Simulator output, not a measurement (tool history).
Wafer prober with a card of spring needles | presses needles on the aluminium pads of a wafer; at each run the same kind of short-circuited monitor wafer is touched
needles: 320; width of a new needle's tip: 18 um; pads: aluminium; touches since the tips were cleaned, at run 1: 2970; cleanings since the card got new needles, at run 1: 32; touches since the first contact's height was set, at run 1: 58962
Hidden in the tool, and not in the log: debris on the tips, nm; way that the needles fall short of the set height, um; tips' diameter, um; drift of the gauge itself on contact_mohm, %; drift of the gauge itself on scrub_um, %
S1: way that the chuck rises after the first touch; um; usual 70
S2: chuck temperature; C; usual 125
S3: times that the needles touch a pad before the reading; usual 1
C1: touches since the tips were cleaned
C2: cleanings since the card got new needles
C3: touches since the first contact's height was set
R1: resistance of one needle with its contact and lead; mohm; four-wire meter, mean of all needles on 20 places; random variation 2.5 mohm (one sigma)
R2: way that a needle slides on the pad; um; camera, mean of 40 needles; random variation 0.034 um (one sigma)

run   hour  S1   S2  S3    C1  C2      C3   R1     R2
  1      0  70  125   1  2970  32   58962  336   11.2
       3.9  -- tips cleaned on abrasive film
      13.3  -- tips cleaned on abrasive film
        21  -- tips cleaned on abrasive film
  2     21  70  125   2     0  35   72551  279  11.21
      29.7  -- tips cleaned on abrasive film
  3   34.9  70  125   2  3419  36   81569  321  11.16
      38.5  -- tips cleaned on abrasive film
  4   45.9  70  125   2  4854  37   88718  329   11.1
      46.9  -- tips cleaned on abrasive film
      55.2  -- tips cleaned on abrasive film
      64.1  -- tips cleaned on abrasive film
  5   66.7  70  125   2  1755  40  102204  312  11.04
      73.2  -- tips cleaned on abrasive film
      80.8  -- tips cleaned on abrasive film
  6   80.8  70  125   2     0  42  111276  287  11.01
      88.3  -- tips cleaned on abrasive film
      88.6  -- height of the first contact set anew
        97  -- tips cleaned on abrasive film
  7  103.6  70  125   2  4306  44    9771  320  11.31
       105  -- tips cleaned on abrasive film
     112.7  -- tips cleaned on abrasive film
     120.5  -- tips cleaned on abrasive film
  8  126.4  60  125   1  3885  47   24561  377   9.68
     129.4  -- tips cleaned on abrasive film
     137.1  -- tips cleaned on abrasive film
  9  141.5  60  125   1  2860  49   34285  362   9.64
     145.6  -- tips cleaned on abrasive film
     153.8  -- tips cleaned on abrasive film
 10  154.3  60  125   1   340  51   42557  306   9.61
     161.6  -- tips cleaned on abrasive film
     169.8  -- tips cleaned on abrasive film
 11  172.6  60  125   1  1797  53   54436  352   9.59
     178.1  -- tips cleaned on abrasive film
     186.5  -- tips cleaned on abrasive film
 12    189  70  125   1  1588  55   65042  326  11.15
     194.8  -- tips cleaned on abrasive film
 13    199  70  125   1  2783  56   71593  349  11.13
     203.5  -- tips cleaned on abrasive film
     212.4  -- tips cleaned on abrasive film
     220.8  -- tips cleaned on abrasive film
 14  220.8  70  125   1    35  59   85689  289  11.15
     229.5  -- tips cleaned on abrasive film
 15  233.7  66  125   1  2758  60   94058  357  10.46
     237.2  -- tips cleaned on abrasive film
     246.4  -- tips cleaned on abrasive film
     254.7  -- tips cleaned on abrasive film
 16  256.7  51   29   1  1275  63  108922  344      8
     263.6  -- tips cleaned on abrasive film
     268.3  -- height of the first contact set anew
     271.4  -- tips cleaned on abrasive film
 17  275.2  65   91   1  2488  65    4476  348  10.47
       280  -- tips cleaned on abrasive film
     288.2  -- tips cleaned on abrasive film
 18  291.7  75   34   2  2265  67   15132  294  12.04
     296.2  -- tips cleaned on abrasive film
     304.6  -- tips cleaned on abrasive film
     312.9  -- tips cleaned on abrasive film
 19  313.9  72   95   1   678  70   29507  303   11.5
       322  -- tips cleaned on abrasive film
     330.8  -- tips cleaned on abrasive film
 20  333.4  64   25   1  1731  72   42175  317  10.29
     339.6  -- tips cleaned on abrasive film
     347.8  -- tips cleaned on abrasive film
 21  353.1  75   33   1  3495  74   54945  324  11.94
     356.7  -- tips cleaned on abrasive film
 22  364.1  74  109   1  4840  75   62073  358   11.8
     365.8  -- tips cleaned on abrasive film
     373.8  -- tips cleaned on abrasive film
 23  377.2  74  109   1  2237  77   70568  325   11.8
     381.5  -- tips cleaned on abrasive film
     389.9  -- tips cleaned on abrasive film
 24  392.5  80  125   1  1739  79   80470  322  12.71
     398.1  -- tips cleaned on abrasive film
     405.9  -- tips cleaned on abrasive film
 25  406.9  52   97   3   610  81   89766  290   8.21
     413.9  -- tips cleaned on abrasive film
     422.2  -- tips cleaned on abrasive film
 26  422.3  52   97   3    71  83   99759  290   8.17
     430.1  -- tips cleaned on abrasive film
     437.7  -- tips cleaned on abrasive film
 27  440.1  53   56   1  1538  85  111266  350   8.28
     446.2  -- tips cleaned on abrasive film
       448  -- height of the first contact set anew
     454.1  -- tips cleaned on abrasive film
     462.5  -- tips cleaned on abrasive film
 28  463.6  70   30   1   745  88   10117  284  11.27
     470.1  -- tips cleaned on abrasive film
     478.6  -- tips cleaned on abrasive film
 29    482  70   30   1  2236  90   22029  317  11.28
     486.2  -- tips cleaned on abrasive film
     494.6  -- tips cleaned on abrasive film
     502.9  -- tips cleaned on abrasive film
 30  503.2  79   64   1   217  93   35747  274  12.67

Some steps in R1 between neighbouring runs. How much of each would the tool show without its hidden state too (settings, what came in, random variation), and how much is left for the hidden state, with any gauge scatter that isn't in both results?
Run 13 -> 14: tips cleaned on abrasive film, tips cleaned on abrasive film, tips cleaned on abrasive film. R1 -60 mohm: hidden state -60, all else +0.
Run 14 -> 15: S1 70 -> 66, tips cleaned on abrasive film. R1 +68 mohm: hidden state +69, all else -1.
Run 26 -> 27: S1 52 -> 53, S2 97 -> 56, S3 3 -> 1, tips cleaned on abrasive film, tips cleaned on abrasive film. R1 +60 mohm: hidden state +78, all else -18.
Run 27 -> 28: S1 53 -> 70, S2 56 -> 30, tips cleaned on abrasive film, height of the first contact set anew, tips cleaned on abrasive film, tips cleaned on abrasive film. R1 -66 mohm: hidden state -56, all else -10.
